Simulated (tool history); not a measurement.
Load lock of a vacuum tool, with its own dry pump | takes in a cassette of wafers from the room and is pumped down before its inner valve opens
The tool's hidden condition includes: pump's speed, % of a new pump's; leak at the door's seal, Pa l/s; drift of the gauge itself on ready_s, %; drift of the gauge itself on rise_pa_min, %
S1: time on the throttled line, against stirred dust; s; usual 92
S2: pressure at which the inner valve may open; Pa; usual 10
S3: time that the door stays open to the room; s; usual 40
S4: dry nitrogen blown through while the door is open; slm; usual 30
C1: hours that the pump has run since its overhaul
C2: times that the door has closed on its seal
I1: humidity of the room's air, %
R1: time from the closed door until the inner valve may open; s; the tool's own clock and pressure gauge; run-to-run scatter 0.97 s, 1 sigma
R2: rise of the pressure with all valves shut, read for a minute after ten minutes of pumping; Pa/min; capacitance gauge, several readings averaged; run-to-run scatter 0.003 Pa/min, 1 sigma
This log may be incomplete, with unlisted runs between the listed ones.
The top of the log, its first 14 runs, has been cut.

Run 15, hour 5505.6: usual settings but S1 57 s, S2 8 Pa; C1 15809; C2 24500; I1 46.1. Result: R1 137.8 s, R2 0.186 Pa/min.
Run 16, hour 5792.5: usual settings but S1 57 s, S2 8 Pa; C1 16096; C2 25479; I1 45.7. Result: R1 138.3 s, R2 0.193 Pa/min.
At hour 6072.3: door's seal changed, seat wiped.
Run 17, hour 6285.8: usual settings but S1 57 s, S2 8 Pa; C1 16588; C2 728; I1 47.7. Result: R1 139.3 s, R2 0.012 Pa/min.
Run 18, hour 6608.3: usual settings; C1 16910; C2 1829; I1 51.1. Result: R1 168.4 s, R2 0.017 Pa/min.
Run 19, hour 6843.1: usual settings; C1 17145; C2 2630; I1 48.2. Result: R1 167.6 s, R2 0.025 Pa/min.
Run 20, hour 7069.8: usual settings but S2 12 Pa, S3 74 s; C1 17372; C2 3404; I1 50.3. Result: R1 165.0 s, R2 0.023 Pa/min.
Run 21, hour 7421.5: usual settings but S1 138 s, S2 7 Pa, S3 51 s, S4 18 slm; C1 17724; C2 4604; I1 44.7. Result: R1 210.9 s, R2 0.036 Pa/min.
Run 22, hour 7712.1: usual settings but S1 114 s, S2 13 Pa, S3 29 s, S4 18 slm; C1 18014; C2 5596; I1 45.6. Result: R1 184.9 s, R2 0.036 Pa/min.
Run 23, hour 8173.9: usual settings but S1 59 s, S2 17 Pa, S3 70 s, S4 10 slm; C1 18476; C2 7172; I1 44.3. Result: R1 136.5 s, R2 0.052 Pa/min.
Run 24, hour 8515.8: usual settings but S2 16 Pa, S3 130 s; C1 18818; C2 8339; I1 44.9. Result: R1 163.8 s, R2 0.054 Pa/min.
Run 25, hour 8736.7: usual settings but S1 141 s, S2 16 Pa, S3 238 s; C1 19039; C2 9093; I1 44.2. Result: R1 205.9 s, R2 0.062 Pa/min.
Run 26, hour 9162.5: usual settings but S2 9 Pa, S3 57 s; C1 19465; C2 10546; I1 43.7. Result: R1 171.9 s, R2 0.059 Pa/min.
Run 27, hour 9597.3: usual settings but S2 12 Pa, S3 84 s; C1 19899; C2 12031; I1 45.9. Result: R1 168.3 s, R2 0.069 Pa/min.
Run 28, hour 9901.3: usual settings but S1 77 s, S2 18 Pa; C1 20203; C2 13068; I1 45.1. Result: R1 151.7 s, R2 0.076 Pa/min.
Run 29, hour 10248.6: usual settings but S1 77 s, S2 18 Pa; C1 20551; C2 14253; I1 47.0. Result: R1 153.3 s, R2 0.086 Pa/min.
Run 30, hour 10613.2: usual settings but S1 77 s, S2 18 Pa; C1 20915; C2 15498; I1 47.0. Result: R1 152.3 s, R2 0.093 Pa/min.
Run 31, hour 10871.0: usual settings but S1 78 s, S2 18 Pa, S4 7 slm; C1 21173; C2 16378; I1 46.2. Result: R1 154.8 s, R2 0.112 Pa/min.
Run 32, hour 11213.4: usual settings but S2 12 Pa, S3 49 s, S4 29 slm; C1 21515; C2 17546; I1 43.5. Result: R1 171.0 s, R2 0.106 Pa/min.
Run 33, hour 11730.9: usual settings but S2 12 Pa, S3 49 s, S4 29 slm; C1 22033; C2 19313; I1 46.8. Result: R1 173.4 s, R2 0.126 Pa/min.
Run 34, hour 12015.2: usual settings but S2 12 Pa, S3 49 s, S4 29 slm; C1 22317; C2 20283; I1 46.5. Result: R1 171.9 s, R2 0.136 Pa/min.

Expected results for the next run?
Run 35, hour 12480.2: usual settings but S2 12 Pa, S3 49 s, S4 29 slm; C1 22782; C2 21870; I1 46.6. Result: R1 ?, R2 ?.

Run 35 came out at R1 173.0 s, R2 0.156 Pa/min.
Without the tool's hidden state the same run would have given R1 152.5 s, R2 0.017 Pa/min.

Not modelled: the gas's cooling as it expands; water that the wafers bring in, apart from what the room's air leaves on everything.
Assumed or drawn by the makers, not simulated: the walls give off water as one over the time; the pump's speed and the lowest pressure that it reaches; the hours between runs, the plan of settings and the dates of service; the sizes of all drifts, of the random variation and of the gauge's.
